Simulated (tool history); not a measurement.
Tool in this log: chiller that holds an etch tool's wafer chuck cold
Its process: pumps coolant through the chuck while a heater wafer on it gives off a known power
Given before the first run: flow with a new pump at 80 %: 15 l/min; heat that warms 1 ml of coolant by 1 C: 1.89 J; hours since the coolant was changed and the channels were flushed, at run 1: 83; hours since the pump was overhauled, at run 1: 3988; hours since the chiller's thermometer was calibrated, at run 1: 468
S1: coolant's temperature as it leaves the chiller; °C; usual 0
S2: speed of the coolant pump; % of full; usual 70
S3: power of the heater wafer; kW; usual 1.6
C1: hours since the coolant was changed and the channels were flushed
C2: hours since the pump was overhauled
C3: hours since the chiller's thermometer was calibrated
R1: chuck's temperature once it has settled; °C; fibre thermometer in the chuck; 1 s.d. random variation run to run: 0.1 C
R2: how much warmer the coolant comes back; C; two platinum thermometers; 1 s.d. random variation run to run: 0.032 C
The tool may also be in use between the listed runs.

| run | hour | S1 | S2 | S3 | C1 | C2 | C3 | R1 | R2 |
|---|---|---|---|---|---|---|---|---|---|
| 1 | 0 | 0 | 70 | 1.6 | 83 | 3988 | 468 | 13.4 | 3.83 |
| 2 | 200.6 | 0 | 70 | 1.6 | 283 | 4188 | 669 | 13.4 | 3.84 |
| 3 | 333.5 | 0 | 70 | 1.6 | 416 | 4321 | 802 | 13.2 | 3.96 |
| 4 | 538.6 | 0 | 91 | 1.6 | 621 | 4526 | 1007 | 11.7 | 2.96 |
| 5 | 728.4 | 0 | 70 | 1.6 | 811 | 4716 | 1197 | 13.4 | 3.89 |
| 6 | 831.2 | 0 | 70 | 1.6 | 914 | 4819 | 1300 | 13.5 | 3.88 |
| 7 | 1011.9 | 0 | 70 | 1.6 | 1095 | 5000 | 1480 | 13.3 | 3.88 |
| 8 | 1161.8 | 0 | 70 | 1.6 | 1244 | 5150 | 1630 | 13.5 | 3.87 |
| 9 | 1269.1 | 0 | 70 | 1.6 | 1352 | 5257 | 1738 | 13.4 | 3.88 |
| 10 | 1476.9 | 0 | 70 | 1.6 | 1559 | 5465 | 1945 | 13.3 | 3.91 |
| 11 | 1604.5 | 0 | 70 | 1.6 | 1687 | 5592 | 2073 | 13.4 | 3.87 |
| 12 | 1726.5 | 0 | 70 | 1.6 | 1809 | 5714 | 2195 | 13.3 | 3.82 |
| 13 | 1890.8 | 0 | 70 | 1.6 | 1973 | 5879 | 2359 | 13.3 | 3.85 |
| 14 | 2108 | 0 | 70 | 1.6 | 2191 | 6096 | 2576 | 13.2 | 3.9 |
| 15 | 2299.7 | 2 | 74 | 1.447 | 2382 | 6288 | 2768 | 13.8 | 3.29 |
| 16 | 2420.2 | 2 | 74 | 1.447 | 2503 | 6408 | 2889 | 13.7 | 3.27 |
| 17 | 2540.6 | 2 | 73 | 1.124 | 2623 | 6528 | 3009 | 11.4 | 2.54 |
| 18 | 2697.6 | 2 | 73 | 1.124 | 2780 | 6685 | 3166 | 11.1 | 2.61 |
| 19 | 2851.1 | 2 | 73 | 1.124 | 2934 | 6839 | 3320 | 11.1 | 2.61 |
| 20 | 2972 | 2 | 73 | 1.124 | 3055 | 6960 | 3440 | 11.1 | 2.59 |
| 21 | 3163.2 | -2 | 70 | 0.857 | 3246 | 7151 | 3632 | 5.2 | 2.09 |
| 22 | 3351.3 | 6 | 81 | 0.857 | 3434 | 7339 | 3820 | 12.6 | 1.84 |
| 23 | 3542.5 | 3 | 90 | 1.652 | 3625 | 7530 | 4011 | 14.9 | 3.1 |
| 24 | 3725.9 | 8 | 72 | 0.908 | 3809 | 7714 | 4194 | 15.7 | 2.1 |
| 25 | 3890.2 | 4 | 77 | 1.573 | 3973 | 7878 | 4359 | 16.6 | 3.46 |
| 26 | 4100.7 | 4 | 77 | 1.573 | 4183 | 8089 | 4569 | 16.5 | 3.49 |
| 27 | 4247.1 | 0 | 65 | 1.91 | 4330 | 8235 | 4716 | 16.5 | 4.95 |
| 28 | 4431.7 | 0 | 72 | 1.4 | 4514 | 8419 | 4900 | 11.6 | 3.29 |

Here are 3 independent what-if runs from the current tool condition. What would each one return?
| A | 4533.1 | 0 | 69 | 2.199 | 4616 | 8521 | 5002 | ? | ? |
| B | 4533.1 | 0 | 83 | 1.296 | 4616 | 8521 | 5002 | ? | ? |
| C | 4533.1 | -5 | 97 | 0.962 | 4616 | 8521 | 5002 | ? | ? |

| run | R1 | R2 |
|---|---|---|
| A | 18.4 | 5.44 |
| B | 9.8 | 2.63 |
| C | 2 | 1.7 |
The same runs, with their run-to-run variation unchanged, on a tool lacking any hidden condition would have given:
| run | R1 | R2 |
|---|---|---|
| A | 18.4 | 5.43 |
| B | 9.8 | 2.62 |
| C | 2 | 1.7 |
